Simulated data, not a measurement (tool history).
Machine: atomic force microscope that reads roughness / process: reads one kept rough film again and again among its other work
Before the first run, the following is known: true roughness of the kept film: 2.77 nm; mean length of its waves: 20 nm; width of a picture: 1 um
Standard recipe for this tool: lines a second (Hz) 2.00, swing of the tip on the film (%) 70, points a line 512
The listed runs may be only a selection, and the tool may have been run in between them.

| run | day | lines a second (Hz) | swing of the tip on the film (%) | points a line | roughness of the kept film (nm (root mean square)) |
|---|---|---|---|---|---|
| 1 | 0.000 | 2.00 | 70 | 512 | 1.785 |
| 2 | 1.654 | 2.00 | 70 | 512 | 1.473 |
| 3 | 3.208 | 2.00 | 70 | 498 | 1.284 |
| 4 | 4.492 | 0.54 | 70 | 512 | 1.168 |
|  | 4.696 | new tip fitted |
| 5 | 6.783 | 0.54 | 70 | 512 | 1.689 |
| 6 | 8.162 | 0.54 | 70 | 512 | 1.482 |
|  | 10.383 | new tip fitted |
| 7 | 11.321 | 0.54 | 70 | 512 | 1.883 |
| 8 | 13.296 | 2.00 | 70 | 648 | 1.443 |
| 9 | 15.917 | 2.00 | 70 | 728 | 1.154 |
|  | 16.150 | new tip fitted |
|  | 17.371 | height scale calibrated on a step standard |
| 10 | 18.625 | 2.00 | 70 | 728 | 1.586 |
| 11 | 21.529 | 3.63 | 70 | 512 | 1.160 |
|  | 21.762 | new tip fitted |
|  | 23.633 | height scale calibrated on a step standard, once more |
| 12 | 24.167 | 3.63 | 70 | 512 | 1.519 |
| 13 | 26.358 | 3.63 | 70 | 512 | 1.220 |
|  | 27.446 | new tip fitted |
| 14 | 28.333 | 2.00 | 70 | 512 | 1.844 |
| 15 | 31.071 | 0.59 | 66 | 512 | 1.362 |
|  | 33.075 | new tip fitted |
| 16 | 33.529 | 3.92 | 87 | 296 | 1.674 |
| 17 | 36.108 | 0.64 | 76 | 266 | 1.381 |
|  | 38.775 | new tip fitted |
| 18 | 38.988 | 2.00 | 68 | 512 | 2.023 |
| 19 | 40.417 | 2.00 | 65 | 884 | 1.711 |
| 20 | 41.888 | 2.00 | 65 | 562 | 1.452 |
|  | 44.525 | new tip fitted |
| 21 | 44.846 | 3.23 | 70 | 595 | 1.960 |
| 22 | 47.738 | 0.66 | 63 | 657 | 1.450 |
| 23 | 49.250 | 3.98 | 58 | 429 | 1.228 |
|  | 50.254 | new tip fitted |
| 24 | 51.304 | 3.98 | 58 | 429 | 1.815 |
| 25 | 52.800 | 2.11 | 79 | 363 | 1.457 |
| 26 | 54.283 | 2.11 | 79 | 363 | 1.251 |
| 27 | 55.558 | 0.64 | 79 | 535 | 1.155 |
|  | 55.804 | new tip fitted |
| 28 | 57.892 | 0.64 | 79 | 535 | 1.631 |

3 options for the next run, each taken on its own from the tool as it stands now. Forecast them:
| A | 60.933 | 0.64 | 84 | 297 | ? |
| B | 60.933 | 0.66 | 69 | 577 | ? |
| C | 60.933 | 0.64 | 56 | 535 | ? |

| run | roughness of the kept film (nm (root mean square)) |
|---|---|
| A | 1.187 |
| B | 1.210 |
| C | 1.228 |
Without the tool's hidden state the same runs would have given:
| run | roughness of the kept film (nm (root mean square)) |
|---|---|
| A | 2.082 |
| B | 2.130 |
| C | 2.161 |
